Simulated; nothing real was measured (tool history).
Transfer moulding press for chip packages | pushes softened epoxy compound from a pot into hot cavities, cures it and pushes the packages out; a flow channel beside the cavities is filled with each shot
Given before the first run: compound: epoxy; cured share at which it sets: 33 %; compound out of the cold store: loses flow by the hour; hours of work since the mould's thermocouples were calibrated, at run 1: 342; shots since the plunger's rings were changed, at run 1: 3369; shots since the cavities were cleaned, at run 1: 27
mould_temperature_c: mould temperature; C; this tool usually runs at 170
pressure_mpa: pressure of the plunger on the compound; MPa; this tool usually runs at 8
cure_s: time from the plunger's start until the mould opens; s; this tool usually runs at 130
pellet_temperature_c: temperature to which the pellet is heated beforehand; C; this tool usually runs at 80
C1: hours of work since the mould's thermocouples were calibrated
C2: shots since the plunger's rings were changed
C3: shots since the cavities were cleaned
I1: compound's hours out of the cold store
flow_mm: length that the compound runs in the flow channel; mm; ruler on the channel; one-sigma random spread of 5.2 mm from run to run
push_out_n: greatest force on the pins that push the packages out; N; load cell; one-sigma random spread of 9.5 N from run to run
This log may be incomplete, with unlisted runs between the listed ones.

{"run": 1, "hour": 0.0, "mould_temperature_c": 170, "pressure_mpa": 8, "cure_s": 130, "pellet_temperature_c": 80, "C1": 342, "C2": 3369, "C3": 27, "I1": 32.2, "flow_mm": 861, "push_out_n": 440}
{"run": 2, "hour": 22.8, "mould_temperature_c": 166, "pressure_mpa": 8, "cure_s": 130, "pellet_temperature_c": 80, "C1": 357, "C2": 3568, "C3": 226, "I1": 25.8, "flow_mm": 905, "push_out_n": 526}
{"run": 3, "hour": 37.4, "mould_temperature_c": 170, "pressure_mpa": 9.33, "cure_s": 130, "pellet_temperature_c": 80, "C1": 366, "C2": 3697, "C3": 355, "I1": 36.5, "flow_mm": 896, "push_out_n": 428}
{"hour": 53.0, "done": "cavities cleaned with cleaning compound and waxed"}
{"run": 4, "hour": 69.7, "mould_temperature_c": 170, "pressure_mpa": 9.33, "cure_s": 130, "pellet_temperature_c": 80, "C1": 385, "C2": 3966, "C3": 146, "I1": 33.2, "flow_mm": 928, "push_out_n": 445}
{"run": 5, "hour": 92.2, "mould_temperature_c": 170, "pressure_mpa": 9.33, "cure_s": 130, "pellet_temperature_c": 80, "C1": 399, "C2": 4163, "C3": 343, "I1": 40.7, "flow_mm": 882, "push_out_n": 435}
{"hour": 110.3, "done": "cavities cleaned with cleaning compound and waxed"}
{"run": 6, "hour": 122.2, "mould_temperature_c": 170, "pressure_mpa": 9.33, "cure_s": 133, "pellet_temperature_c": 80, "C1": 417, "C2": 4412, "C3": 104, "I1": 27.1, "flow_mm": 947, "push_out_n": 436}
{"run": 7, "hour": 152.6, "mould_temperature_c": 170, "pressure_mpa": 9.33, "cure_s": 133, "pellet_temperature_c": 80, "C1": 436, "C2": 4678, "C3": 370, "I1": 21.2, "flow_mm": 980, "push_out_n": 424}
{"hour": 166.4, "done": "cavities cleaned with cleaning compound and waxed"}
{"run": 8, "hour": 181.7, "mould_temperature_c": 170, "pressure_mpa": 8, "cure_s": 130, "pellet_temperature_c": 80, "C1": 453, "C2": 4920, "C3": 134, "I1": 8.6, "flow_mm": 971, "push_out_n": 465}
{"run": 9, "hour": 198.5, "mould_temperature_c": 170, "pressure_mpa": 8, "cure_s": 130, "pellet_temperature_c": 84, "C1": 464, "C2": 5067, "C3": 281, "I1": 20.4, "flow_mm": 905, "push_out_n": 450}
{"run": 10, "hour": 217.6, "mould_temperature_c": 170, "pressure_mpa": 8, "cure_s": 130, "pellet_temperature_c": 84, "C1": 476, "C2": 5235, "C3": 449, "I1": 30.6, "flow_mm": 864, "push_out_n": 424}
{"hour": 223.2, "done": "cavities cleaned with cleaning compound and waxed"}
{"run": 11, "hour": 233.9, "mould_temperature_c": 170, "pressure_mpa": 8.79, "cure_s": 130, "pellet_temperature_c": 80, "C1": 485, "C2": 5364, "C3": 93, "I1": 37.6, "flow_mm": 875, "push_out_n": 436}
{"run": 12, "hour": 259.6, "mould_temperature_c": 170, "pressure_mpa": 8, "cure_s": 130, "pellet_temperature_c": 80, "C1": 501, "C2": 5589, "C3": 318, "I1": 35.3, "flow_mm": 848, "push_out_n": 435}
{"run": 13, "hour": 274.4, "mould_temperature_c": 170, "pressure_mpa": 8, "cure_s": 130, "pellet_temperature_c": 80, "C1": 510, "C2": 5718, "C3": 447, "I1": 21.6, "flow_mm": 911, "push_out_n": 428}
{"hour": 280.7, "done": "cavities cleaned with cleaning compound and waxed"}
{"run": 14, "hour": 306.3, "mould_temperature_c": 170, "pressure_mpa": 8, "cure_s": 130, "pellet_temperature_c": 80, "C1": 529, "C2": 5984, "C3": 224, "I1": 21.7, "flow_mm": 910, "push_out_n": 438}
{"run": 15, "hour": 320.5, "mould_temperature_c": 170, "pressure_mpa": 8, "cure_s": 130, "pellet_temperature_c": 80, "C1": 538, "C2": 6109, "C3": 349, "I1": 12.9, "flow_mm": 944, "push_out_n": 461}
{"hour": 337.6, "done": "cavities cleaned with cleaning compound and waxed"}
{"run": 16, "hour": 348.8, "mould_temperature_c": 170, "pressure_mpa": 8, "cure_s": 130, "pellet_temperature_c": 80, "C1": 555, "C2": 6344, "C3": 99, "I1": 33.6, "flow_mm": 855, "push_out_n": 434}
{"run": 17, "hour": 375.2, "mould_temperature_c": 170, "pressure_mpa": 6.53, "cure_s": 130, "pellet_temperature_c": 87, "C1": 571, "C2": 6575, "C3": 330, "I1": 45.2, "flow_mm": 731, "push_out_n": 425}
{"hour": 394.1, "done": "cavities cleaned with cleaning compound and waxed"}
{"run": 18, "hour": 403.0, "mould_temperature_c": 170, "pressure_mpa": 8, "cure_s": 151, "pellet_temperature_c": 80, "C1": 588, "C2": 6805, "C3": 78, "I1": 33.3, "flow_mm": 847, "push_out_n": 407}
{"hour": 416.9, "done": "plunger's sealing rings changed"}
{"run": 19, "hour": 423.2, "mould_temperature_c": 170, "pressure_mpa": 8, "cure_s": 151, "pellet_temperature_c": 80, "C1": 599, "C2": 56, "C3": 233, "I1": 43.1, "flow_mm": 808, "push_out_n": 395}
{"hour": 452.8, "done": "cavities cleaned with cleaning compound and waxed"}
{"run": 20, "hour": 454.4, "mould_temperature_c": 163, "pressure_mpa": 7.02, "cure_s": 151, "pellet_temperature_c": 83, "C1": 617, "C2": 316, "C3": 14, "I1": 32.3, "flow_mm": 826, "push_out_n": 466}
{"run": 21, "hour": 473.8, "mould_temperature_c": 163, "pressure_mpa": 8, "cure_s": 121, "pellet_temperature_c": 80, "C1": 629, "C2": 486, "C3": 184, "I1": 44.8, "flow_mm": 823, "push_out_n": 685}
{"run": 22, "hour": 500.1, "mould_temperature_c": 163, "pressure_mpa": 8, "cure_s": 121, "pellet_temperature_c": 80, "C1": 646, "C2": 716, "C3": 414, "I1": 9.4, "flow_mm": 992, "push_out_n": 798}
{"hour": 510.7, "done": "cavities cleaned with cleaning compound and waxed"}
{"run": 23, "hour": 530.1, "mould_temperature_c": 176, "pressure_mpa": 6.8, "cure_s": 115, "pellet_temperature_c": 80, "C1": 663, "C2": 965, "C3": 170, "I1": 29.6, "flow_mm": 787, "push_out_n": 431}

Expected results for the next run?
{"run": 24, "hour": 550.1, "mould_temperature_c": 175, "pressure_mpa": 6.8, "cure_s": 115, "pellet_temperature_c": 80, "C1": 676, "C2": 1140, "C3": 345, "I1": 18.4, "flow_mm": "?", "push_out_n": "?"}

flow_mm: 841 mm
push_out_n: 433 N
Take away the tool's hidden state, keep the run-to-run variation as it was, and the same run would have given flow_mm 841 mm, push_out_n 429 N.
